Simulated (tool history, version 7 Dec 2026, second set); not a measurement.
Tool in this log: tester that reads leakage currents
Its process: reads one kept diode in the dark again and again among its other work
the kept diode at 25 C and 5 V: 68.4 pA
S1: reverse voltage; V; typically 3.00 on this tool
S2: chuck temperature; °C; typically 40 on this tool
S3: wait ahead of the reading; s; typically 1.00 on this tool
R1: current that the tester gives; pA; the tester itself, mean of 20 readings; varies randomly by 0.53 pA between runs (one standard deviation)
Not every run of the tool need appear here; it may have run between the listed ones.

| run | hour | S1 | S2 | S3 | R1 |
|---|---|---|---|---|---|
| 1 | 0.0 | 3.00 | 40 | 1.00 | 154.31 |
| 2 | 105.2 | 3.00 | 54 | 1.00 | 416.88 |
| 3 | 232.2 | 3.00 | 54 | 1.00 | 414.89 |
| 4 | 412.0 | 3.00 | 54 | 1.00 | 411.98 |
| 5 | 522.1 | 3.00 | 40 | 1.00 | 151.65 |
| 6 | 747.4 | 3.00 | 40 | 1.00 | 150.81 |
| 7 | 904.9 | 3.00 | 40 | 1.00 | 149.64 |
| 8 | 1013.3 | 3.00 | 40 | 1.00 | 150.06 |
|  | 1071.3 | chuck's temperature calibrated |
| 9 | 1197.9 | 3.00 | 40 | 1.00 | 178.40 |
| 10 | 1325.7 | 3.00 | 40 | 1.00 | 176.78 |
| 11 | 1504.9 | 3.00 | 40 | 1.00 | 176.32 |
| 12 | 1618.2 | 3.00 | 40 | 1.00 | 175.30 |
| 13 | 1843.1 | 3.00 | 40 | 1.00 | 173.34 |
| 14 | 2055.7 | 3.00 | 40 | 1.00 | 174.07 |
| 15 | 2243.7 | 3.00 | 40 | 1.00 | 173.11 |
| 16 | 2418.0 | 3.00 | 40 | 1.00 | 171.68 |
| 17 | 2595.4 | 3.00 | 40 | 1.00 | 171.50 |
| 18 | 2703.3 | 3.00 | 40 | 0.34 | 172.65 |
|  | 2721.7 | probe card cleaned and baked |
| 19 | 2817.1 | 18.36 | 22 | 2.59 | 97.36 |
| 20 | 2955.4 | 1.61 | 23 | 0.61 | 34.27 |
| 21 | 3087.9 | 1.61 | 23 | 0.61 | 34.11 |
| 22 | 3267.1 | 2.69 | 23 | 3.57 | 42.18 |
| 23 | 3366.4 | 2.69 | 23 | 3.57 | 41.95 |
| 24 | 3538.7 | 1.05 | 41 | 3.34 | 110.66 |
| 25 | 3692.6 | 1.05 | 41 | 1.25 | 110.60 |
| 26 | 3837.6 | 5.76 | 46 | 4.70 | 339.26 |
| 27 | 4034.3 | 1.54 | 28 | 0.39 | 48.89 |
|  | 4048.6 | probe card cleaned and baked, once more |
| 28 | 4136.0 | 3.00 | 27 | 1.00 | 59.68 |
| 29 | 4305.2 | 3.00 | 27 | 1.00 | 59.32 |
| 30 | 4411.5 | 1.12 | 43 | 0.48 | 129.20 |
| 31 | 4522.6 | 3.00 | 40 | 1.36 | 160.74 |
| 32 | 4685.4 | 3.00 | 21 | 1.69 | 35.36 |
| 33 | 4789.9 | 8.93 | 22 | 5.29 | 62.78 |
| 34 | 4907.0 | 8.93 | 22 | 5.29 | 62.53 |
| 35 | 5134.8 | 8.93 | 22 | 5.29 | 61.80 |
| 36 | 5312.2 | 8.93 | 22 | 5.29 | 61.83 |

A few steps of R1 between consecutive runs. Split each: what settings, incoming material and random variation would produce without the hidden state, and what is left over for the hidden state, along with gauge scatter present in only one of the two compared results (measured, and without hidden state):
Unlogged tool condition in this case: stray current of the dirty probe card, pA a volt; current scale over the true one, %; true chuck temperature over the reading, C; drift of the gauge itself on leakage_pa, %.
Run 1 -> 2: S2 40 -> 54. R1 +262.57 pA: hidden state -33.10, all else +295.67.
Run 4 -> 5: S2 54 -> 40. R1 -260.33 pA: hidden state +34.37, all else -294.70.
Run 8 -> 9: chuck's temperature calibrated. R1 +28.34 pA: hidden state +28.65, all else -0.31.
Run 26 -> 27: S1 5.76 -> 1.54, S2 46 -> 28, S3 4.70 -> 0.39. R1 -290.37 pA: hidden state +19.21, all else -309.58.
